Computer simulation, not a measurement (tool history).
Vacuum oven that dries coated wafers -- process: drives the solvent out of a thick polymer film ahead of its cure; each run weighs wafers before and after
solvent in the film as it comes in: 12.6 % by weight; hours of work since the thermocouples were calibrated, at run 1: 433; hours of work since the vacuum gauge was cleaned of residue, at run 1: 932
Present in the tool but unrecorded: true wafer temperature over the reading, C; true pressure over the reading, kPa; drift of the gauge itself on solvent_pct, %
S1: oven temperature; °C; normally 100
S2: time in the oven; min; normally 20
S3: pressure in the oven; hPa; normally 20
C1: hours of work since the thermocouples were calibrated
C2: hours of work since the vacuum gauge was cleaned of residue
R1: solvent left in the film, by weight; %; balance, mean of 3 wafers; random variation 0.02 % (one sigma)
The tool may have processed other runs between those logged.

Run 1, hour 0: usual settings; C1 433; C2 932. Result: R1 2.22 %.
Run 2, hour 33.2: usual settings; C1 456; C2 956. Result: R1 2.22 %.
Run 3, hour 54.5: usual settings but S1 110 °C; C1 471; C2 970. Result: R1 1.21 %.
Run 4, hour 85.2: usual settings but S1 110 °C; C1 492; C2 992. Result: R1 1.22 %.
Run 5, hour 100.4: usual settings but S1 110 °C; C1 503; C2 1002. Result: R1 1.24 %.
Run 6, hour 134.9: usual settings; C1 527; C2 1027. Result: R1 2.23 %.
Run 7, hour 152: usual settings; C1 539; C2 1038. Result: R1 2.21 %.
Run 8, hour 174: usual settings but S1 110 °C; C1 554; C2 1054. Result: R1 1.23 %.
Run 9, hour 204.3: usual settings but S1 110 °C; C1 575; C2 1075. Result: R1 1.27 %.
Run 10, hour 230.9: usual settings but S3 28.2 hPa; C1 594; C2 1094. Result: R1 2.74 %.
Run 11, hour 260.6: usual settings but S3 28.2 hPa; C1 615; C2 1114. Result: R1 2.81 %.
Run 12, hour 289.3: usual settings but S3 28.2 hPa; C1 635; C2 1134. Result: R1 2.74 %.
Run 13, hour 304.6: usual settings; C1 645; C2 1145. Result: R1 2.23 %.
Run 14, hour 336.7: usual settings but S2 30 min; C1 668; C2 1168. Result: R1 1.75 %.
Run 15, hour 356: usual settings but S2 30 min; C1 681; C2 1181. Result: R1 1.75 %.
Run 16, hour 383.1: usual settings but S2 30 min; C1 700; C2 1200. Result: R1 1.73 %.
Run 17, hour 411.9: usual settings but S1 91 °C; C1 720; C2 1220. Result: R1 3.75 %.
Run 18, hour 442.5: usual settings but S1 91 °C; C1 742; C2 1241. Result: R1 3.76 %.
Run 19, hour 479.1: usual settings but S1 91 °C; C1 767; C2 1267. Result: R1 3.73 %.
At hour 484: vacuum gauge cleaned of residue and calibrated.
Run 20, hour 510.3: usual settings but S1 88 °C; C1 788; C2 18. Result: R1 4.41 %.
Run 21, hour 544: usual settings but S1 105 °C, S2 13 min; C1 811; C2 42. Result: R1 2.39 %.
Run 22, hour 570.8: usual settings but S2 30 min, S3 66.6 hPa; C1 830; C2 61. Result: R1 4.94 %.
Run 23, hour 596.1: usual settings but S1 94 °C, S2 30 min, S3 69.6 hPa; C1 848; C2 78. Result: R1 6.59 %.
At hour 621.9: vacuum gauge cleaned of residue and calibrated, once more.
Run 24, hour 634.4: usual settings but S1 113 °C, S2 12 min, S3 19.9 hPa; C1 874; C2 9. Result: R1 1.42 %.
Run 25, hour 659.4: usual settings but S1 111 °C, S2 21 min; C1 891; C2 26. Result: R1 1.01 %.
Run 26, hour 696.5: usual settings but S1 95 °C, S2 24 min, S3 36.2 hPa; C1 917; C2 52. Result: R1 3.69 %.
Run 27, hour 729.6: usual settings but S1 95 °C, S2 24 min, S3 36.2 hPa; C1 940; C2 75. Result: R1 3.64 %.
Run 28, hour 755.7: usual settings but S1 95 °C, S2 24 min, S3 36.2 hPa; C1 958; C2 93. Result: R1 3.66 %.
Run 29, hour 771.8: usual settings but S1 99 °C, S2 31 min; C1 970; C2 105. Result: R1 1.66 %.
Run 30, hour 803.5: usual settings but S1 112 °C, S2 26 min; C1 992; C2 127. Result: R1 1 %.
Run 31, hour 830: usual settings but S1 94 °C, S2 35 min; C1 1010; C2 145. Result: R1 2.03 %.
Run 32, hour 862.9: usual settings but S1 90 °C, S2 34 min, S3 18.7 hPa; C1 1033; C2 168. Result: R1 2.42 %.
Run 33, hour 892.6: usual settings but S1 90 °C, S2 34 min, S3 18.7 hPa; C1 1054; C2 189. Result: R1 2.44 %.
Run 34, hour 914.2: usual settings but S1 99 °C, S2 31 min, S3 25.2 hPa; C1 1069; C2 204. Result: R1 2.07 %.
Run 35, hour 946.4: usual settings but S1 110 °C, S2 24 min, S3 12.8 hPa; C1 1091; C2 227. Result: R1 0.69 %.
Run 36, hour 961.4: usual settings but S1 110 °C, S2 24 min, S3 12.8 hPa; C1 1102; C2 237. Result: R1 0.71 %.
Run 37, hour 985.4: usual settings but S1 110 °C, S2 24 min, S3 12.8 hPa; C1 1119; C2 254. Result: R1 0.7 %.
Run 38, hour 1001: usual settings but S1 110 °C, S2 24 min, S3 12.8 hPa; C1 1130; C2 265. Result: R1 0.75 %.
Run 39, hour 1021.5: usual settings but S1 110 °C, S2 24 min, S3 12.8 hPa; C1 1144; C2 279. Result: R1 0.74 %.

Below, some changes in R1 between adjacent runs. For each, the amount present without the hidden state too (settings, incoming material, random variation) and the amount remaining for the hidden state with gauge scatter not shared by both compared results:
Run 21 -> 22: S1 105 -> 100, S2 13 -> 30, S3 20 -> 66.6. R1 +2.55 %: hidden state +0.01, all else +2.54.
Run 23 -> 24: S1 94 -> 113, S2 30 -> 12, S3 69.6 -> 19.9, vacuum gauge cleaned of residue and calibrated, once more. R1 -5.17 %: hidden state -0.12, all else -5.05.
Run 25 -> 26: S1 111 -> 95, S2 21 -> 24, S3 20 -> 36.2. R1 +2.68 %: hidden state -0.11, all else +2.79.
Run 28 -> 29: S1 95 -> 99, S2 24 -> 31, S3 36.2 -> 20. R1 -2 %: hidden state +0.08, all else -2.08.
